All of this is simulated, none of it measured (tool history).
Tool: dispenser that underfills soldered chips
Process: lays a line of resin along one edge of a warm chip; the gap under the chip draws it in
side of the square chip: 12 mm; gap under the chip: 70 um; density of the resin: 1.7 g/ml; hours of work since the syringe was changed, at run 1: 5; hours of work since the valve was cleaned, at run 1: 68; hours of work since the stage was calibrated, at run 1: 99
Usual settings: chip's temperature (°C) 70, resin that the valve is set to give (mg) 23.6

run	hour	chip's temperature (°C)	resin that the valve is set to give (mg)	hours of work since the syringe was changed	hours of work since the valve was cleaned	hours of work since the stage was calibrated	time until the resin shows at the far edge (s)	resin that the valve gave (mg)
1	0.0	70	23.6	5	68	99	185.1	22.16
2	4.0	70	23.6	8	71	102	236.8	22.10
# hour 9.7: new syringe of resin
3	10.8	70	23.6	1	75	107	133.0	22.14
4	15.0	70	27.8	4	79	110	162.3	26.00
5	22.2	84	27.8	9	84	116	131.8	25.77
# hour 26.2: new syringe of resin
6	27.2	84	27.8	1	87	119	70.9	25.74
7	31.0	84	27.8	4	90	122	87.7	25.61
8	36.1	79	23.6	7	94	126	154.1	21.60
9	40.4	73	23.6	11	97	129	253.6	21.60
# hour 42.8: new syringe of resin
10	47.4	73	23.6	3	102	134	145.5	21.58
11	53.7	60	26.8	8	107	139	371.8	24.43
12	58.3	60	26.8	12	110	142	482.5	24.10
# hour 59.4: new syringe of resin
# hour 64.4: dispensing valve cleaned and set on the balance
13	66.3	60	26.8	4	1	147	270.3	26.62
14	74.0	58	26.8	10	7	153	474.3	26.67
# hour 76.9: new syringe of resin
15	79.8	60	29.8	2	11	157	226.4	29.48

The next listed run, before its measurement:
16	87.6	60	29.8	8	17	163	?	?

time until the resin shows at the far edge (s): 353.0
resin that the valve gave (mg): 29.33
Without the tool's hidden state the same run would have given time until the resin shows at the far edge (s) 185.4, resin that the valve gave (mg) 29.81.
